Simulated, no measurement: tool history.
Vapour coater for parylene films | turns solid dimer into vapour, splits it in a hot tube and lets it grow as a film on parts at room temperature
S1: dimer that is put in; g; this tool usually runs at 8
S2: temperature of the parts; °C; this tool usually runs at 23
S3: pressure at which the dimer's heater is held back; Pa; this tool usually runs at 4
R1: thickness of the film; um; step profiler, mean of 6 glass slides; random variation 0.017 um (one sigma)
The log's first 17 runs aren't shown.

run    hour  S1  S2    S3    R1
 18   984.1   4  23  2.55   0.8
        998  -- table's thermometer calibrated
 19  1027.9   4  23  2.55  0.79
 20  1091.4   4  23  2.55   0.8
 21  1156.5   4  23  2.55   0.8
 22  1190.3   7  23  7.91  1.14
 23  1250.6   7  23  7.91  1.17
 24    1289  13  24  2.84  2.33
 25  1349.9  13  24  3.08  2.27
 26  1402.8  10  24  4.27  1.68
       1459  -- trap's valve overhauled
 27  1465.2  10  24  3.41  1.94
 28  1506.1   5  32  3.41  0.63
 29  1574.6   6  20  9.44  1.22
 30    1619   8  33  3.74  0.96
 31  1687.3   8  23  7.31  1.42
 32    1765   8  23  7.31  1.38
 33  1806.1   8  25  2.47  1.44
 34  1862.5   8  25  2.47  1.41
 35    1934   8  22  3.25  1.58
 36  2004.3   3  26  8.11  0.42
 37  2081.2   3  26  8.11  0.43
 38  2133.7   3  26  8.11  0.41
     2178.9  -- trap's valve overhauled
 39  2201.4   8  23  3.02  1.63
 40  2263.7   7  32     2  0.97
     2320.5  -- table's thermometer calibrated
 41  2320.5  11  30   4.6  1.47
 42  2357.6   8  17  3.26   2.1

Each row is a separate what-if for the run after 42, all from the same tool condition, not one after another. Results?
  A  2392   5  21     4   ?
  B  2392   7  17  3.26   ?
  C  2392   6  23  2.66   ?
  D  2392   8  17  4.21   ?

run    R1
  A  1.04
  B  1.81
  C   1.2
  D  1.99
Stripped of hidden state, with their random variation kept, the same runs would have yielded:
run    R1
  A  1.08
  B  1.87
  C  1.24
  D  2.05
